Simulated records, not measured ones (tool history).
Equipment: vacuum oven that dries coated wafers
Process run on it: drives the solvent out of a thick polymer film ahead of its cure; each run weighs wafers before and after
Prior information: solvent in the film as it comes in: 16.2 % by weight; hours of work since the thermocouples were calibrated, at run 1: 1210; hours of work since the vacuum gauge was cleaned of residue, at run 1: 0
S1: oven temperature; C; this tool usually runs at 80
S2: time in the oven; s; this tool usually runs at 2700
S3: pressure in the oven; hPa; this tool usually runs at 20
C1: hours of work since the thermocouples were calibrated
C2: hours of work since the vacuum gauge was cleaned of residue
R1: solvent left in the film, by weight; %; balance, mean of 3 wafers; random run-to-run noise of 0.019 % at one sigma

{"run": 1, "hour": 0.0, "S1": 80, "S2": 2700, "S3": 20, "C1": 1210, "C2": 0, "R1": 1.91}
{"run": 2, "hour": 39.5, "S1": 80, "S2": 2700, "S3": 20, "C1": 1234, "C2": 24, "R1": 1.9}
{"run": 3, "hour": 80.5, "S1": 80, "S2": 2700, "S3": 10.4, "C1": 1259, "C2": 49, "R1": 1.52}
{"run": 4, "hour": 145.3, "S1": 93, "S2": 2700, "S3": 10.4, "C1": 1298, "C2": 88, "R1": 0.43}
{"hour": 173.8, "done": "oven's thermocouples calibrated"}
{"run": 5, "hour": 201.2, "S1": 80, "S2": 2700, "S3": 38.9, "C1": 17, "C2": 120, "R1": 2.72}
{"run": 6, "hour": 256.4, "S1": 80, "S2": 2700, "S3": 38.9, "C1": 50, "C2": 154, "R1": 2.69}
{"run": 7, "hour": 305.9, "S1": 80, "S2": 3360, "S3": 20, "C1": 80, "C2": 184, "R1": 1.44}
{"run": 8, "hour": 383.8, "S1": 80, "S2": 3540, "S3": 20, "C1": 127, "C2": 231, "R1": 1.36}
{"run": 9, "hour": 448.5, "S1": 80, "S2": 3540, "S3": 20, "C1": 166, "C2": 270, "R1": 1.37}
{"run": 10, "hour": 516.4, "S1": 80, "S2": 3540, "S3": 20, "C1": 207, "C2": 311, "R1": 1.34}
{"run": 11, "hour": 593.8, "S1": 80, "S2": 2280, "S3": 20, "C1": 254, "C2": 358, "R1": 2.47}
{"run": 12, "hour": 660.6, "S1": 80, "S2": 2280, "S3": 59.5, "C1": 294, "C2": 398, "R1": 3.98}
{"run": 13, "hour": 715.6, "S1": 80, "S2": 2280, "S3": 59.5, "C1": 327, "C2": 431, "R1": 3.99}
{"run": 14, "hour": 755.8, "S1": 80, "S2": 2280, "S3": 59.5, "C1": 352, "C2": 456, "R1": 4}
{"run": 15, "hour": 812.2, "S1": 74, "S2": 2280, "S3": 59.5, "C1": 386, "C2": 490, "R1": 5.47}
{"run": 16, "hour": 855.2, "S1": 80, "S2": 2700, "S3": 20, "C1": 412, "C2": 516, "R1": 1.94}
{"run": 17, "hour": 906.2, "S1": 80, "S2": 3720, "S3": 20, "C1": 443, "C2": 546, "R1": 1.27}
{"run": 18, "hour": 948.9, "S1": 80, "S2": 3720, "S3": 20, "C1": 468, "C2": 572, "R1": 1.29}
{"run": 19, "hour": 989.3, "S1": 80, "S2": 2700, "S3": 24, "C1": 493, "C2": 597, "R1": 2.08}
{"run": 20, "hour": 1026.4, "S1": 80, "S2": 2700, "S3": 20, "C1": 515, "C2": 619, "R1": 1.9}
{"run": 21, "hour": 1085.1, "S1": 74, "S2": 2700, "S3": 20, "C1": 551, "C2": 655, "R1": 2.97}
{"run": 22, "hour": 1161.2, "S1": 94, "S2": 2700, "S3": 20, "C1": 597, "C2": 701, "R1": 0.64}
{"run": 23, "hour": 1233.9, "S1": 94, "S2": 2700, "S3": 20, "C1": 641, "C2": 744, "R1": 0.63}
{"run": 24, "hour": 1305.8, "S1": 77, "S2": 2700, "S3": 20, "C1": 684, "C2": 788, "R1": 2.42}
{"run": 25, "hour": 1363.3, "S1": 77, "S2": 2700, "S3": 20, "C1": 719, "C2": 823, "R1": 2.43}
{"run": 26, "hour": 1422.9, "S1": 77, "S2": 2700, "S3": 20, "C1": 755, "C2": 859, "R1": 2.43}
{"run": 27, "hour": 1465.9, "S1": 76, "S2": 1500, "S3": 73.4, "C1": 781, "C2": 885, "R1": 6.94}
{"run": 28, "hour": 1517.1, "S1": 84, "S2": 1620, "S3": 60.9, "C1": 812, "C2": 916, "R1": 4.21}
{"run": 29, "hour": 1569.6, "S1": 84, "S2": 1620, "S3": 60.9, "C1": 844, "C2": 947, "R1": 4.21}
{"run": 30, "hour": 1614.6, "S1": 76, "S2": 4500, "S3": 28.5, "C1": 871, "C2": 974, "R1": 1.84}
{"run": 31, "hour": 1660.7, "S1": 84, "S2": 4500, "S3": 20.9, "C1": 899, "C2": 1002, "R1": 0.88}
{"run": 32, "hour": 1713.3, "S1": 84, "S2": 4500, "S3": 20.9, "C1": 930, "C2": 1034, "R1": 0.84}
{"run": 33, "hour": 1769.7, "S1": 84, "S2": 4500, "S3": 20.9, "C1": 964, "C2": 1068, "R1": 0.88}
{"run": 34, "hour": 1842.6, "S1": 94, "S2": 1500, "S3": 55.7, "C1": 1008, "C2": 1112, "R1": 2.43}
{"run": 35, "hour": 1909.9, "S1": 94, "S2": 1500, "S3": 55.7, "C1": 1049, "C2": 1153, "R1": 2.42}
{"run": 36, "hour": 1976.9, "S1": 88, "S2": 2520, "S3": 12.3, "C1": 1090, "C2": 1193, "R1": 0.89}
{"run": 37, "hour": 2050.4, "S1": 88, "S2": 2520, "S3": 12.3, "C1": 1134, "C2": 1238, "R1": 0.94}
{"run": 38, "hour": 2126.2, "S1": 73, "S2": 4740, "S3": 12.3, "C1": 1180, "C2": 1284, "R1": 1.26}
{"run": 39, "hour": 2205.7, "S1": 67, "S2": 2940, "S3": 44.3, "C1": 1228, "C2": 1332, "R1": 5.7}
{"run": 40, "hour": 2281.3, "S1": 67, "S2": 2520, "S3": 32.5, "C1": 1274, "C2": 1377, "R1": 5.57}
{"run": 41, "hour": 2317.7, "S1": 67, "S2": 2520, "S3": 32.5, "C1": 1296, "C2": 1399, "R1": 5.61}
{"hour": 2348.8, "done": "oven's thermocouples calibrated"}
{"run": 42, "hour": 2369.9, "S1": 68, "S2": 3900, "S3": 55.7, "C1": 13, "C2": 1430, "R1": 5.21}
{"run": 43, "hour": 2404.7, "S1": 80, "S2": 1560, "S3": 15.6, "C1": 34, "C2": 1451, "R1": 3.73}

What will run 44 give?
{"run": 44, "hour": 2459.2, "S1": 80, "S2": 1560, "S3": 15.6, "C1": 67, "C2": 1484, "R1": "?"}

Run 44 gave R1 3.76 %.
Had the tool carried no hidden state, the very same run would have given R1 3.76 %.

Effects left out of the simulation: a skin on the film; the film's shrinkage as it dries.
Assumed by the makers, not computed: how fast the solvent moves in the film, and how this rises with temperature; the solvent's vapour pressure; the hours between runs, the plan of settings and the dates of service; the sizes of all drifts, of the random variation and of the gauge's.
